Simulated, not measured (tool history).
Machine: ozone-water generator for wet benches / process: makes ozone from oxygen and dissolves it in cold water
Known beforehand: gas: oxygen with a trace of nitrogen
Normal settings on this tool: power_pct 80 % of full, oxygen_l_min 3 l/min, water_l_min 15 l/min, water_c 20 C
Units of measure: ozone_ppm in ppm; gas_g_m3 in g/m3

run	hour	power_pct	oxygen_l_min	water_l_min	water_c	ozone_ppm	gas_g_m3
1	0	80	3	15	20	26.3	273.3
2	43.3	80	1.67	15	20	22.3	342.3
3	80.9	80	1.67	15	20	22.6	341.4
4	110.3	80	3	15	20	25.8	269.6
5	137.7	80	3	15	20	26	271.9
6	170.6	80	3	15	15	27.9	270.4
7	196.1	80	3	15	15	27.5	270.4
8	232.5	80	3	23	15	18.8	271.3
# hour 236.1: water thermometer calibrated
9	262.5	42	3.08	23	15	11.5	165.1
10	294.4	42	3.08	23	15	11.8	164.8
11	324.6	80	3	17	20	23.7	270.3
12	350.3	78	3	14	16	28.3	266.7
13	375.2	78	3	12	17	31.2	265.6
14	410.7	80	1.76	12	20	27.1	337.4
15	436.5	80	1.76	12	20	27.2	331.7
16	457.9	80	1.76	12	27	25.4	333.7

Each row is a separate what-if for the run after 16, all from the same tool condition, not one after another. Results?
# hour 469.4: water thermometer calibrated, once more
A	489.4	80	3	14	27	?	?
# hour 469.4: water thermometer calibrated, once more
B	489.4	96	1.76	20	27	?	?
# hour 469.4: water thermometer calibrated, once more
C	489.4	67	2.06	12	20	?	?

run	ozone_ppm	gas_g_m3
A	24.4	271.6
B	18.5	384.9
C	24.7	272.4
What these runs would have given with no unlogged condition in the tool:
run	ozone_ppm	gas_g_m3
A	25.2	279
B	19.2	396.6
C	25.4	278.8
